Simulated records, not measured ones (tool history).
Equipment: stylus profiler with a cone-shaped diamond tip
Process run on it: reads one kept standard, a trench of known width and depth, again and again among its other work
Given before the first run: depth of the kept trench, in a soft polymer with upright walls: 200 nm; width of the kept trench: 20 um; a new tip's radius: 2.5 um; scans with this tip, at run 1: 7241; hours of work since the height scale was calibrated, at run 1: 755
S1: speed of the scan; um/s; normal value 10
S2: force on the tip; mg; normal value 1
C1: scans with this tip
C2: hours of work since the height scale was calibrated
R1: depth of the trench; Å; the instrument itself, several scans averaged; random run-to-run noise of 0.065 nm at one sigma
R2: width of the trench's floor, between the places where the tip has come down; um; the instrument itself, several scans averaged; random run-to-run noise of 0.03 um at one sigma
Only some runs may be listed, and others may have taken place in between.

run	hour	S1	S2	C1	C2	R1	R2
1	0	10	1	7241	755	2021.3	17.79
2	105.3	5	1	7857	820	2020.9	17.77
3	182.9	5	1	8311	867	2022.7	17.76
4	280.3	5	1	8879	926	2021.6	17.79
5	383.6	5	1	9483	989	2021.9	17.75
6	478.1	14	1	10035	1047	2023.5	17.62
7	545.1	10	1	10427	1088	2023	17.7
8	634.4	10	1	10949	1142	2024.4	17.67
# hour 641.6: height scale calibrated on a step standard
9	723.7	10	1	11468	50	2028.4	17.65

What will run 10 give?
10	788	22	0.37	11843	89	?	?

For run 10 the tool returned R1 2021.1 Å, R2 17.41 um.
Take away the tool's hidden state, keep the run-to-run variation as it was, and the same run would have given R1 2006.9 Å, R2 17.72 um.

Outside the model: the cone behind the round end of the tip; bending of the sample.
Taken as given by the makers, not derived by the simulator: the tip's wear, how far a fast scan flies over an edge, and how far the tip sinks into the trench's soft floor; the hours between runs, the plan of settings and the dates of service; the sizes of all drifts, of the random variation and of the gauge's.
